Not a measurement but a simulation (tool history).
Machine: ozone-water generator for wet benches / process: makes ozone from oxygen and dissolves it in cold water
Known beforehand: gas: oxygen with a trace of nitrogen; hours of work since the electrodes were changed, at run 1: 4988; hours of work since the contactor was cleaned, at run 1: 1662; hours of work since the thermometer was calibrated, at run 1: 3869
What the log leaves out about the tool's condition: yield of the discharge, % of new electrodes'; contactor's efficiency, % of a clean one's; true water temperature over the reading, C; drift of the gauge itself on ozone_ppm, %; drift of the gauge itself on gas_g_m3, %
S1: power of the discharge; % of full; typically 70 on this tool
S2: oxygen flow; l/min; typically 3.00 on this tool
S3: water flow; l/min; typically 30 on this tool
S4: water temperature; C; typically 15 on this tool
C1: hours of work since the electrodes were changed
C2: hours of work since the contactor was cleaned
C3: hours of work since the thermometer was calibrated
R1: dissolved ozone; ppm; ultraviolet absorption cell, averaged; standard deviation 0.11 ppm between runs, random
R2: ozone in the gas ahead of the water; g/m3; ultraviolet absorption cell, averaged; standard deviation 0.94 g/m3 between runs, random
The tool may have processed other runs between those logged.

run 1 hour=0.0 | S1=70 S2=3.00 S3=30 S4=15 | C1=4988 C2=1662 C3=3869 | R1=7.9 R2=146.3
run 2 hour=103.2 | S1=70 S2=3.00 S3=30 S4=15 | C1=5062 C2=1736 C3=3943 | R1=7.9 R2=148.7
run 3 hour=267.7 | S1=70 S2=3.00 S3=30 S4=15 | C1=5180 C2=1854 C3=4061 | R1=7.9 R2=146.7
run 4 hour=431.9 | S1=70 S2=3.00 S3=30 S4=15 | C1=5298 C2=1972 C3=4178 | R1=7.8 R2=148.6
run 5 hour=557.5 | S1=70 S2=3.00 S3=30 S4=15 | C1=5388 C2=2062 C3=4268 | R1=7.9 R2=147.1
run 6 hour=669.6 | S1=49 S2=3.00 S3=30 S4=15 | C1=5468 C2=2142 C3=4349 | R1=5.8 R2=111.9
run 7 hour=756.1 | S1=70 S2=3.00 S3=30 S4=15 | C1=5530 C2=2204 C3=4411 | R1=7.8 R2=145.3
-- hour=828.2 water thermometer calibrated
run 8 hour=868.8 | S1=70 S2=3.00 S3=30 S4=15 | C1=5610 C2=2284 C3=29 | R1=7.8 R2=148.2
run 9 hour=954.3 | S1=70 S2=3.00 S3=30 S4=15 | C1=5672 C2=2346 C3=90 | R1=8.0 R2=147.2
run 10 hour=1088.0 | S1=70 S2=3.00 S3=30 S4=15 | C1=5768 C2=2442 C3=186 | R1=7.7 R2=145.8
run 11 hour=1263.1 | S1=70 S2=3.00 S3=30 S4=15 | C1=5893 C2=2567 C3=312 | R1=7.7 R2=146.0
run 12 hour=1441.6 | S1=70 S2=3.00 S3=30 S4=15 | C1=6021 C2=2695 C3=440 | R1=7.9 R2=145.8
run 13 hour=1591.8 | S1=70 S2=3.00 S3=30 S4=15 | C1=6129 C2=2803 C3=547 | R1=7.7 R2=145.0
run 14 hour=1746.3 | S1=56 S2=3.00 S3=30 S4=15 | C1=6239 C2=2913 C3=658 | R1=6.5 R2=124.1
run 15 hour=1871.2 | S1=70 S2=3.00 S3=30 S4=15 | C1=6329 C2=3003 C3=748 | R1=7.7 R2=143.8
run 16 hour=2049.8 | S1=70 S2=3.00 S3=30 S4=15 | C1=6457 C2=3131 C3=876 | R1=7.7 R2=143.6
run 17 hour=2165.8 | S1=70 S2=3.00 S3=30 S4=15 | C1=6540 C2=3214 C3=959 | R1=7.6 R2=145.0
run 18 hour=2267.4 | S1=70 S2=3.00 S3=30 S4=15 | C1=6613 C2=3287 C3=1032 | R1=7.6 R2=144.3
run 19 hour=2371.1 | S1=70 S2=3.00 S3=30 S4=15 | C1=6687 C2=3361 C3=1106 | R1=7.4 R2=143.9
run 20 hour=2497.5 | S1=49 S2=3.00 S3=20 S4=15 | C1=6778 C2=3452 C3=1197 | R1=8.9 R2=109.6
run 21 hour=2628.8 | S1=94 S2=1.70 S3=20 S4=15 | C1=6872 C2=3546 C3=1291 | R1=11.2 R2=213.7
-- hour=2643.2 contactor cleaned
run 22 hour=2819.0 | S1=94 S2=1.70 S3=20 S4=15 | C1=7005 C2=126 C3=1424 | R1=11.0 R2=212.8
run 23 hour=2972.0 | S1=55 S2=3.00 S3=25 S4=15 | C1=7115 C2=236 C3=1534 | R1=7.6 R2=119.5
run 24 hour=3163.3 | S1=91 S2=4.52 S3=32 S4=10 | C1=7252 C2=373 C3=1671 | R1=10.4 R2=151.4
run 25 hour=3308.8 | S1=51 S2=2.89 S3=24 S4=22 | C1=7357 C2=477 C3=1775 | R1=6.8 R2=114.5
run 26 hour=3399.0 | S1=100 S2=2.89 S3=24 S4=19 | C1=7421 C2=542 C3=1840 | R1=11.6 R2=185.5
-- hour=3496.8 contactor cleaned, once more
run 27 hour=3556.1 | S1=70 S2=3.00 S3=26 S4=20 | C1=7531 C2=43 C3=1950 | R1=8.5 R2=141.1
run 28 hour=3746.9 | S1=70 S2=3.00 S3=26 S4=20 | C1=7668 C2=179 C3=2086 | R1=8.7 R2=141.1
run 29 hour=3838.6 | S1=49 S2=2.69 S3=34 S4=15 | C1=7733 C2=245 C3=2152 | R1=4.9 R2=113.3
run 30 hour=3933.2 | S1=58 S2=3.00 S3=30 S4=15 | C1=7801 C2=313 C3=2220 | R1=6.6 R2=123.2
run 31 hour=4052.5 | S1=58 S2=3.00 S3=30 S4=15 | C1=7887 C2=398 C3=2305 | R1=6.5 R2=122.2
run 32 hour=4174.6 | S1=58 S2=3.00 S3=28 S4=15 | C1=7974 C2=486 C3=2393 | R1=7.1 R2=121.9
run 33 hour=4278.8 | S1=70 S2=2.85 S3=43 S4=15 | C1=8049 C2=561 C3=2468 | R1=4.8 R2=141.8

Below are 3 alternative next runs, each starting from the tool's condition after run 33. Predict each:
run A hour=4430.8 | S1=41 S2=2.85 S3=22 S4=11 | C1=8158 C2=669 C3=2577 | R1=? R2=?
run B hour=4430.8 | S1=47 S2=4.64 S3=30 S4=10 | C1=8158 C2=669 C3=2577 | R1=? R2=?
run C hour=4430.8 | S1=70 S2=3.00 S3=30 S4=15 | C1=8158 C2=669 C3=2577 | R1=? R2=?

run=A R1=7.2 R2=96.7
run=B R1=7.1 R2=93.0
run=C R1=7.5 R2=139.6
What these runs would have given with no unlogged condition in the tool:
run=A R1=7.7 R2=103.9
run=B R1=7.8 R2=101.1
run=C R1=8.6 R2=157.7
